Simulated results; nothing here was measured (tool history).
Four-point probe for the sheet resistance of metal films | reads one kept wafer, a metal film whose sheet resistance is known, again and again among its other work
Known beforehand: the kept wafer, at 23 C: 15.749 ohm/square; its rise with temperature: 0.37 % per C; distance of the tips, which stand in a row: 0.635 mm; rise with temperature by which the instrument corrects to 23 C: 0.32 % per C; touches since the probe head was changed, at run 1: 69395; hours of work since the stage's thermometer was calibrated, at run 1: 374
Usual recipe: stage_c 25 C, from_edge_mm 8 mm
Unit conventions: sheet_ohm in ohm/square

| run | hour | stage_c | from_edge_mm | touches since the probe head was changed | hours of work since the stage's thermometer was calibrated | sheet_ohm |
|---|---|---|---|---|---|---|
| 1 | 0 | 25 | 8 | 69395 | 374 | 15.810941 |
| 2 | 16.9 | 25 | 8 | 69975 | 381 | 15.813038 |
| 3 | 31.6 | 25 | 61 | 70482 | 387 | 15.753694 |
| 4 | 42.2 | 25 | 8 | 70846 | 392 | 15.809778 |
| 5 | 58.6 | 25 | 8 | 71411 | 399 | 15.811171 |
| 6 | 72.3 | 25 | 16 | 71884 | 405 | 15.775479 |
| 7 | 83.3 | 25 | 46 | 72261 | 410 | 15.756871 |
| 8 | 100.2 | 25 | 46 | 72843 | 418 | 15.759278 |
| 9 | 118.2 | 25 | 46 | 73460 | 426 | 15.76195 |
| 10 | 129.8 | 25 | 46 | 73860 | 431 | 15.762938 |
| 11 | 148 | 25 | 17 | 74487 | 439 | 15.771793 |
| 12 | 160 | 25 | 8 | 74899 | 444 | 15.815115 |
| 13 | 177.4 | 25 | 8 | 75496 | 452 | 15.812465 |
| 14 | 191.2 | 25 | 8 | 75973 | 458 | 15.818045 |
| 15 | 201.6 | 25 | 8 | 76329 | 462 | 15.818185 |
| 16 | 222.4 | 25 | 3 | 77047 | 471 | 16.138294 |
| 17 | 233.5 | 25 | 3 | 77428 | 476 | 16.135481 |
| 18 | 254.7 | 25 | 3 | 78156 | 486 | 16.136445 |
| 19 | 264.1 | 25 | 3 | 78481 | 490 | 16.139436 |
| 20 | 275.4 | 24 | 8 | 78870 | 495 | 15.805815 |
| 21 | 285.6 | 24 | 8 | 79220 | 499 | 15.810054 |
| 22 | 303 | 24 | 8 | 79818 | 507 | 15.810818 |
| 23 | 320.9 | 35 | 52 | 80435 | 515 | 15.852018 |
| 24 | 337.5 | 20 | 7 | 81003 | 522 | 15.795046 |
| 25 | 357.3 | 29 | 3 | 81687 | 531 | 16.179158 |
| 26 | 374.5 | 19 | 3 | 82277 | 538 | 16.087145 |
| 27 | 394.3 | 26 | 9 | 82959 | 547 | 15.825733 |
| 28 | 411.1 | 34 | 8 | 83536 | 555 | 15.903221 |
| 29 | 429.3 | 33 | 8 | 84164 | 563 | 15.892405 |
| 30 | 449.3 | 29 | 6 | 84852 | 571 | 15.896828 |
| 31 | 464.3 | 29 | 6 | 85368 | 578 | 15.898723 |
| 32 | 479.6 | 21 | 20 | 85892 | 585 | 15.747271 |
| 33 | 498.6 | 21 | 20 | 86546 | 593 | 15.749102 |
| 34 | 510.9 | 32 | 12 | 86968 | 599 | 15.858482 |
| 35 | 520.8 | 21 | 26 | 87309 | 603 | 15.745528 |
| 36 | 534.4 | 20 | 47 | 87778 | 609 | 15.732025 |
| 37 | 548.1 | 33 | 44 | 88250 | 615 | 15.850594 |
| 38 | 564.5 | 33 | 44 | 88813 | 622 | 15.848507 |
| 39 | 584.4 | 22 | 44 | 89497 | 631 | 15.758055 |
| 40 | 604.2 | 34 | 9 | 90179 | 640 | 15.896059 |
| 41 | 625.5 | 26 | 14 | 90913 | 649 | 15.811669 |
| 42 | 634.6 | 26 | 14 | 91225 | 653 | 15.802687 |
| 43 | 647.6 | 26 | 14 | 91672 | 659 | 15.804357 |
| 44 | 662.8 | 28 | 14 | 92194 | 665 | 15.819618 |

Predict each of these 5 candidate next runs independently; none follows another, all start after run 44:
| A | 673 | 29 | 36 | 92545 | 670 | ? |
| B | 673 | 19 | 7 | 92545 | 670 | ? |
| C | 673 | 26 | 28 | 92545 | 670 | ? |
| D | 673 | 20 | 8 | 92545 | 670 | ? |
| E | 673 | 33 | 8 | 92545 | 670 | ? |

| run | sheet_ohm |
|---|---|
| A | 15.819467 |
| B | 15.802405 |
| C | 15.79044 |
| D | 15.789856 |
| E | 15.905465 |
Without the tool's unlogged condition, the same runs would have read:
| run | sheet_ohm |
|---|---|
| A | 15.803392 |
| B | 15.786647 |
| C | 15.774481 |
| D | 15.774079 |
| E | 15.889197 |
